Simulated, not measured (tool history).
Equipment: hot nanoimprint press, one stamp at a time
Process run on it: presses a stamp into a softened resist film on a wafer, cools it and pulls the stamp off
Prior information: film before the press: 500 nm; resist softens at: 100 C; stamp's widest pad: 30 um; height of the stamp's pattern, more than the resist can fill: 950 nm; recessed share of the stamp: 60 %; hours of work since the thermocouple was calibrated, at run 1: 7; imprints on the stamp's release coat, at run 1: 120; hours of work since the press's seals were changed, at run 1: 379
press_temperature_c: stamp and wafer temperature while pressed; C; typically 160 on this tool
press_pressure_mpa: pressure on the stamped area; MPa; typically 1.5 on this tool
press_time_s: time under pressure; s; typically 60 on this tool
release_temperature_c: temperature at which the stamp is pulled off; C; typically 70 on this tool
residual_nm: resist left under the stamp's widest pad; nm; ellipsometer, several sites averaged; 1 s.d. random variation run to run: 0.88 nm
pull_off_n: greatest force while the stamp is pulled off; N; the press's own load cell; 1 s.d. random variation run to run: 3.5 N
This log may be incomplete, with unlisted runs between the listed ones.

run,hour,press_temperature_c,press_pressure_mpa,press_time_s,release_temperature_c,hours of work since the thermocouple was calibrated,imprints on the stamp's release coat,hours of work since the press's seals were changed,residual_nm,pull_off_n
1,0,160,1.5,60,70,7,120,379,186.8,178
2,9.9,160,1.5,54,70,14,152,386,192.2,177
3,22.6,160,1.98,60,70,22,194,394,160.4,178
4,32.7,160,1.5,60,62,29,227,401,184.7,218
5,45.7,160,1.5,60,62,38,269,410,185.4,217
6,58.7,160,1.5,60,70,47,311,419,185.4,181
7,65.4,160,1.5,60,70,52,334,424,185.1,184
8,77.3,160,1.5,60,70,60,372,432,183.4,189
# hour 81.3: plate thermocouple calibrated
9,89.2,160,1.5,83,70,5,401,438,161.4,196
10,103.7,160,1.5,83,70,15,449,448,162.6,180
11,113.9,160,1.5,83,70,22,482,455,163.4,196
12,121.4,160,1.5,60,70,28,506,460,184.5,192
# hour 125.2: plate thermocouple calibrated, once more
13,133.7,160,1.5,60,70,6,537,467,183.6,195
14,147.6,160,1.5,60,70,15,583,476,183.7,195
15,161,151,1.5,60,70,25,626,485,254.1,198
16,168.5,151,1.5,60,70,30,651,491,254.2,201
17,181,151,1.5,60,70,38,692,499,253.8,195
18,188,151,1.5,60,70,43,714,504,252.5,201
19,197.8,151,1.5,60,70,50,746,511,254.1,196
20,207.9,151,1.5,60,70,57,780,518,254.8,202
# hour 218.8: stamp cleaned and given a new release coat
21,223.3,151,1.97,60,70,63,14,524,222.7,168
22,237.6,160,1.5,101,70,73,61,534,151.4,168
23,244,157,1.5,101,69,78,82,538,167.9,182
24,250.8,157,1.5,44,74,82,104,543,225.6,156
25,262.6,157,0.94,44,74,90,143,551,281.9,156
26,272.5,157,0.94,44,74,97,175,558,280.4,159
27,286.5,157,0.94,44,74,107,221,568,285.3,155
28,300.9,156,1.5,36,70,117,268,577,249.7,179
29,309.6,150,1.83,60,70,123,296,583,239.2,186
30,318.2,171,1.32,74,73,129,325,589,124.6,171

Each row is a separate what-if for the run after 30, all from the same tool condition, not one after another. Results?
A,331,171,2.03,74,73,137,366,598,?,?
B,331,160,1.59,94,56,137,366,598,?,?
C,331,160,1.5,115,70,137,366,598,?,?

run,residual_nm,pull_off_n
A,97.4,173
B,149.7,248
C,142.5,183
Had the tool no hidden state, the same runs would have come out as:
run,residual_nm,pull_off_n
A,96.3,160
B,149.4,229
C,142.3,169

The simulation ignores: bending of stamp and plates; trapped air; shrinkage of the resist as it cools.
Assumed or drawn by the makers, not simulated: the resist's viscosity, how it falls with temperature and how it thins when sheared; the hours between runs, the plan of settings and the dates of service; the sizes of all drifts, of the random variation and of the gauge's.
